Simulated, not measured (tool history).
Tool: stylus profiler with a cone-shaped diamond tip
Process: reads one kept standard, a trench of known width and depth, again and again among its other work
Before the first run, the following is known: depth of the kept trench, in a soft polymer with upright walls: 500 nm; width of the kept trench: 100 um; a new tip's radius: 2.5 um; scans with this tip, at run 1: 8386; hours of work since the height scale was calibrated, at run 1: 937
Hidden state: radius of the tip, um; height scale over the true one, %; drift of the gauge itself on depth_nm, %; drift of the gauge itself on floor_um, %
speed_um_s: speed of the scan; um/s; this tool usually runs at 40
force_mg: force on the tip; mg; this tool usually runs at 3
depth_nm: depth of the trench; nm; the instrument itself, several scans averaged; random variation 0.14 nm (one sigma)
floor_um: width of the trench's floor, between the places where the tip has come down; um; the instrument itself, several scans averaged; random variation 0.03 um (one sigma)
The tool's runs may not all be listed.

run   hour  speed_um_s  force_mg  scans with this tip  hours of work since the height scale was calibrated  depth_nm  floor_um
  1      0          40         3                 8386                                                  937    505.12     96.16
  2   24.5          40         3                 8543                                                  955    505.22     96.13
  3     44          40         3                 8669                                                  969    504.81      96.1
  4   66.4          40      5.59                 8814                                                  985    507.98     96.21
  5   87.6          40      5.59                 8950                                                 1001    508.15     96.14
  6  103.2          40      5.59                 9051                                                 1012    507.95     96.15
  7  130.8          40         3                 9229                                                 1032    505.03     96.08
  8  162.4          40         3                 9433                                                 1055    504.86     96.06
  9  185.3          40         3                 9581                                                 1071    504.86     96.04
 10  211.4          92         3                 9750                                                 1090    504.91     95.78
 11  228.9          92         3                 9862                                                 1103    504.71     95.82
 12  246.2          92         3                 9974                                                 1115    504.74     95.84
 13  281.7          92         3                10203                                                 1141    504.65     95.75
 14  307.8          40         3                10372                                                 1159    504.77     95.98
 15  329.4          40         3                10511                                                 1175    504.74     96.01
     332.2  -- height scale calibrated on a step standard
 16  354.7          40         3                10671                                                   16    503.86     95.95
 17  387.1          40         3                10880                                                   40    504.27     95.95
 18  422.1          40         3                11106                                                   65    503.86     95.89
     430.6  -- height scale calibrated on a step standard, once more
 19  446.5          39      7.37                11260                                                   11    511.41     96.01
 20    462          39      7.37                11360                                                   23    511.23     96.06
 21  490.1          39      7.37                11541                                                   43    511.26        96
 22  518.4          24      1.24                11724                                                   63    503.43      95.9
 23  551.4          24      1.24                11937                                                   87    503.39     95.89
 24  576.9          24      1.92                12101                                                  106    504.43     95.94
 25  612.1          24       1.7                12329                                                  131    504.28     95.96
 26  639.7          24      2.59                12506                                                  151    505.51     95.92
 27  665.5          24      2.59                12673                                                  169    505.33     95.88
 28  702.2          17      1.17                12910                                                  196    503.16     95.87
 29  729.1          28      2.23                13084                                                  215    504.84     95.85
 30  761.8          64      3.68                13294                                                  239    506.74     95.69
 31  797.4          64      1.61                13524                                                  265    503.89     95.52
 32  815.4          83      3.99                13640                                                  278    507.07     95.69
 33  842.9          40      5.42                13817                                                  297    508.99     95.82
 34    859          40      5.42                13921                                                  309    508.61     95.81

Below, some changes in depth_nm between adjacent runs. For each, the amount present without the hidden state too (settings, incoming material, random variation) and the amount remaining for the hidden state with gauge scatter not shared by both compared results:
Run 12 -> 13: no setting touched and nothing written in the log between the runs. depth_nm -0.09 nm: hidden state -0.04, all else -0.05.
Run 15 -> 16: height scale calibrated on a step standard. depth_nm -0.88 nm: hidden state -0.8, all else -0.08.
Run 18 -> 19: speed_um_s 40 -> 39, force_mg 3 -> 7.37, height scale calibrated on a step standard, once more. depth_nm +7.55 nm: hidden state +2.47, all else +5.08.
Run 21 -> 22: speed_um_s 39 -> 24, force_mg 7.37 -> 1.24. depth_nm -7.83 nm: hidden state -0.03, all else -7.8.
Run 31 -> 32: speed_um_s 64 -> 83, force_mg 1.61 -> 3.99. depth_nm +3.18 nm: hidden state -0.03, all else +3.21.

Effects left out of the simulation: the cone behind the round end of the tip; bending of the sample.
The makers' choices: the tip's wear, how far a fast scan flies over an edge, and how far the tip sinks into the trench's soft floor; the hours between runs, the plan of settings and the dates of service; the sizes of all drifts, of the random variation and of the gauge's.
